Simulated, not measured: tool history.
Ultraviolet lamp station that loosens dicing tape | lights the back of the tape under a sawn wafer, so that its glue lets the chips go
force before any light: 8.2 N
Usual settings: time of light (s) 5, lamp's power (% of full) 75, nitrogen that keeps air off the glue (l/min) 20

run,day,time of light (s),lamp's power (% of full),nitrogen that keeps air off the glue (l/min),force that peels the tape off (N),light that reached the tape (mJ/cm²)
1,0.000,5,75,20,1.480,231
2,1.292,7,75,20,0.850,313
3,2.617,7,75,20,0.861,318
4,3.483,7,75,20,0.869,313
5,4.500,7,75,20,0.868,309
6,5.308,7,75,20,0.944,309
7,6.362,7,75,20,0.914,305
8,6.971,7,75,20,0.909,301
9,8.146,10,61,36,0.494,349
10,9.125,10,61,36,0.532,348
11,10.433,10,61,36,0.502,344
12,11.600,10,63,29,0.565,350
13,12.342,5,75,39,1.276,207

The same runs without the tool's hidden state, with the same run-to-run variation:
The hidden state here: lamp's light, % of a new lamp's; light that the window lets through, % of a clean one's; drift of the gauge itself on peel_n, %; drift of the gauge itself on dose_mj_cm2, %.
run,force that peels the tape off (N),light that reached the tape (mJ/cm²)
1,1.184,264
2,0.640,364
3,0.633,373
4,0.628,370
5,0.618,368
6,0.661,371
7,0.629,370
8,0.618,368
9,0.339,430
10,0.361,433
11,0.328,433
12,0.361,446
13,0.812,266
